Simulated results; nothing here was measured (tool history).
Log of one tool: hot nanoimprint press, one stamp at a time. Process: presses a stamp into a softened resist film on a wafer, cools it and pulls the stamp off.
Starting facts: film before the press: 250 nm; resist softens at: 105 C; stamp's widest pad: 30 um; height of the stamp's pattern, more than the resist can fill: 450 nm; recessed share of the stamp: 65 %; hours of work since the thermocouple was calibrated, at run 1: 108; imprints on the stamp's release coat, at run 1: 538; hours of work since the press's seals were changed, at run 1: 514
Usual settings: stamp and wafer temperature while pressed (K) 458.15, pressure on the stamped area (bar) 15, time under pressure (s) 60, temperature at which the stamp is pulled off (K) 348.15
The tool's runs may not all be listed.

| run | hour | stamp and wafer temperature while pressed (K) | pressure on the stamped area (bar) | time under pressure (s) | temperature at which the stamp is pulled off (K) | hours of work since the thermocouple was calibrated | imprints on the stamp's release coat | hours of work since the press's seals were changed | resist left under the stamp's widest pad (nm) | greatest force while the stamp is pulled off (N) |
|---|---|---|---|---|---|---|---|---|---|---|
| 1 | 0 | 458.15 | 15 | 60 | 348.15 | 108 | 538 | 514 | 135.1 | 155 |
| 2 | 14 | 458.15 | 15 | 71 | 348.15 | 117 | 590 | 523 | 127.1 | 161 |
| 3 | 34.1 | 458.15 | 15 | 60 | 348.15 | 130 | 664 | 536 | 135 | 161 |
| 4 | 46 | 458.15 | 15 | 60 | 348.15 | 138 | 708 | 544 | 134.8 | 158 |
| 5 | 62 | 458.15 | 15 | 60 | 348.15 | 148 | 767 | 555 | 135 | 157 |
| 6 | 80.2 | 458.15 | 15 | 60 | 348.15 | 160 | 833 | 566 | 135.4 | 163 |
| 7 | 91.8 | 458.15 | 15 | 60 | 338.15 | 168 | 876 | 574 | 135.1 | 188 |
| 8 | 103.5 | 458.15 | 15 | 60 | 338.15 | 175 | 919 | 582 | 135.4 | 177 |
| 9 | 116.6 | 458.15 | 15 | 60 | 338.15 | 184 | 968 | 590 | 135.4 | 182 |
| 10 | 125.2 | 458.15 | 15 | 60 | 338.15 | 189 | 999 | 596 | 135.7 | 179 |
| 11 | 140.4 | 458.15 | 15 | 60 | 338.15 | 199 | 1055 | 606 | 135 | 179 |
| 12 | 155.5 | 458.15 | 15 | 60 | 348.15 | 209 | 1111 | 616 | 135.6 | 162 |
| 13 | 169.7 | 458.15 | 11.6 | 60 | 348.15 | 218 | 1163 | 625 | 152.2 | 161 |
| 14 | 189.8 | 458.15 | 15 | 60 | 348.15 | 231 | 1237 | 638 | 136.3 | 161 |
| 15 | 205.3 | 458.15 | 15 | 60 | 348.15 | 242 | 1294 | 648 | 135.3 | 164 |
| 16 | 220.5 | 458.15 | 12.3 | 60 | 348.15 | 251 | 1350 | 658 | 148.5 | 163 |
| 17 | 231.8 | 458.15 | 23.1 | 60 | 348.15 | 259 | 1391 | 665 | 109.5 | 159 |
| 18 | 250.9 | 447.15 | 17.4 | 67 | 335.15 | 271 | 1461 | 678 | 172.9 | 187 |
| 19 | 261.2 | 448.15 | 9.2 | 109 | 350.15 | 278 | 1499 | 685 | 187.2 | 155 |
| 20 | 279.8 | 468.15 | 11.3 | 109 | 344.15 | 290 | 1568 | 697 | 93.5 | 171 |
| 21 | 297.5 | 468.15 | 11.3 | 62 | 344.15 | 302 | 1633 | 708 | 114.1 | 172 |
| 22 | 313.6 | 466.15 | 21 | 60 | 348.15 | 312 | 1692 | 719 | 88.5 | 162 |
| 23 | 333.6 | 466.15 | 21 | 60 | 348.15 | 325 | 1766 | 732 | 88.5 | 159 |
| 24 | 352.8 | 466.15 | 12 | 66 | 348.15 | 338 | 1836 | 744 | 115.6 | 160 |

Expected results for the next run?
| 25 | 373 | 470.15 | 14.2 | 35 | 339.15 | 351 | 1911 | 758 | ? | ? |

resist left under the stamp's widest pad (nm): 117.1
greatest force while the stamp is pulled off (N): 174
Without the tool's hidden state the same run would have given resist left under the stamp's widest pad (nm) 115.3, greatest force while the stamp is pulled off (N) 174.
